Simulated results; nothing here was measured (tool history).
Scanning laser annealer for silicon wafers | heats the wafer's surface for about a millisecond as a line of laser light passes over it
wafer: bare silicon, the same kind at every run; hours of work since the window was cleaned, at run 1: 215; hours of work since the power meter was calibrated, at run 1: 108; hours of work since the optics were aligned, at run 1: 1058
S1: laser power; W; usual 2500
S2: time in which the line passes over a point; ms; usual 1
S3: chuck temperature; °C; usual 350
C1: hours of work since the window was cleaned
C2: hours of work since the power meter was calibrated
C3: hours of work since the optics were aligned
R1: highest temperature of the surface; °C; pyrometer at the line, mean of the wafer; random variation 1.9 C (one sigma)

Run 1, day 0: usual settings; C1 215; C2 108; C3 1058. Result: R1 1137 °C.
Run 2, day 1.529: usual settings but S3 314 °C; C1 231; C2 124; C3 1074. Result: R1 1103 °C.
Run 3, day 3.433: usual settings but S3 314 °C; C1 251; C2 144; C3 1094. Result: R1 1100 °C.
Run 4, day 5.221: usual settings but S2 1.12 ms; C1 270; C2 163; C3 1113. Result: R1 1183 °C.
Run 5, day 6.85: usual settings but S2 1.12 ms; C1 287; C2 180; C3 1130. Result: R1 1183 °C.
Run 6, day 8.192: usual settings but S2 1.12 ms; C1 301; C2 194; C3 1144. Result: R1 1182 °C.
Run 7, day 9.733: usual settings but S2 1.12 ms; C1 317; C2 210; C3 1160. Result: R1 1181 °C.
Run 8, day 11.642: usual settings but S2 1.12 ms; C1 337; C2 230; C3 1180. Result: R1 1181 °C.
Run 9, day 13.429: usual settings; C1 356; C2 249; C3 1199. Result: R1 1128 °C.
Run 10, day 14.929: usual settings; C1 371; C2 265; C3 1214. Result: R1 1132 °C.
Run 11, day 15.775: usual settings; C1 380; C2 273; C3 1223. Result: R1 1130 °C.
Run 12, day 17.412: usual settings but S2 1.06 ms; C1 397; C2 291; C3 1240. Result: R1 1152 °C.
Run 13, day 18.592: usual settings but S2 1.06 ms; C1 410; C2 303; C3 1253. Result: R1 1154 °C.
Run 14, day 20.004: usual settings but S1 2345 W, S2 1.06 ms; C1 424; C2 318; C3 1267. Result: R1 1110 °C.
Run 15, day 21.8: usual settings but S1 2345 W, S2 1.06 ms; C1 443; C2 336; C3 1286. Result: R1 1107 °C.
Run 16, day 22.933: usual settings but S1 2345 W, S2 1.06 ms; C1 455; C2 348; C3 1298. Result: R1 1108 °C.
At day 23.167: laser's power meter calibrated.
Run 17, day 24.817: usual settings but S1 2204 W, S2 1.06 ms; C1 473; C2 17; C3 1316. Result: R1 1064 °C.
Run 18, day 26.317: usual settings but S1 2204 W, S2 1.06 ms, S3 328 °C; C1 489; C2 33; C3 1332. Result: R1 1042 °C.
Run 19, day 27.346: usual settings but S1 2204 W, S2 1.06 ms, S3 328 °C; C1 500; C2 44; C3 1343. Result: R1 1042 °C.
Run 20, day 28.958: usual settings but S1 2204 W, S2 1.06 ms, S3 328 °C; C1 517; C2 61; C3 1360. Result: R1 1041 °C.
At day 29.383: laser's power meter calibrated, once more.
Run 21, day 31.042: usual settings but S1 2690 W, S2 1.01 ms; C1 537; C2 17; C3 1380. Result: R1 1188 °C.
Run 22, day 32.404: usual settings but S2 0.88 ms, S3 346 °C; C1 551; C2 32; C3 1394. Result: R1 1070 °C.
Run 23, day 34.379: usual settings but S1 2529 W, S2 0.86 ms, S3 346 °C; C1 572; C2 52; C3 1415. Result: R1 1073 °C.
Run 24, day 36.379: usual settings but S1 2269 W, S3 355 °C; C1 593; C2 73; C3 1436. Result: R1 1064 °C.
Run 25, day 37.454: usual settings but S1 2269 W, S3 355 °C; C1 604; C2 84; C3 1447. Result: R1 1063 °C.
Run 26, day 38.338: usual settings but S1 2432 W, S2 1.19 ms, S3 314 °C; C1 613; C2 94; C3 1456. Result: R1 1144 °C.
Run 27, day 40.029: usual settings but S2 0.74 ms, S3 335 °C; C1 631; C2 111; C3 1474. Result: R1 996 °C.
Run 28, day 41.892: usual settings but S1 2242 W, S2 0.98 ms, S3 321 °C; C1 651; C2 131; C3 1494. Result: R1 1016 °C.
Run 29, day 43.408: usual settings but S1 2242 W, S2 0.98 ms, S3 321 °C; C1 666; C2 147; C3 1509. Result: R1 1017 °C.
Run 30, day 45.004: usual settings but S1 2242 W, S2 0.98 ms, S3 321 °C; C1 683; C2 163; C3 1526. Result: R1 1016 °C.
Run 31, day 46.867: usual settings but S1 2336 W, S2 0.98 ms, S3 321 °C; C1 703; C2 183; C3 1546. Result: R1 1042 °C.
Run 32, day 48.371: usual settings but S1 2200 W, S2 0.75 ms, S3 318 °C; C1 718; C2 199; C3 1561. Result: R1 909 °C.
Run 33, day 50: usual settings but S1 2200 W, S2 1.03 ms, S3 364 °C; C1 735; C2 216; C3 1578. Result: R1 1065 °C.
Run 34, day 51.908: usual settings but S1 2649 W, S2 1.04 ms; C1 755; C2 236; C3 1598. Result: R1 1179 °C.
Run 35, day 52.862: usual settings but S1 2649 W, S2 1.04 ms; C1 765; C2 245; C3 1608. Result: R1 1181 °C.

How the hidden state differs across the entries between the runs, from the last listed run before each to the first after it:
Between runs 16 and 17: laser's power meter calibrated (day 23.167)
  light that passes the window, % of a clean one's: 98.35 -> 98.3; laser's true power over the reading, %: -0.2 -> -0.32; width of the line over the set one, %: 1.3 -> 1.32
  measured less the result without the state, R1: -16 -> -17 °C
Between runs 20 and 21: laser's power meter calibrated, once more (day 29.383)
  light that passes the window, % of a clean one's: 98.16 -> 98.11; laser's true power over the reading, %: -0.33 -> 0.03; width of the line over the set one, %: 1.36 -> 1.38
  measured less the result without the state, R1: -18 -> -18 °C

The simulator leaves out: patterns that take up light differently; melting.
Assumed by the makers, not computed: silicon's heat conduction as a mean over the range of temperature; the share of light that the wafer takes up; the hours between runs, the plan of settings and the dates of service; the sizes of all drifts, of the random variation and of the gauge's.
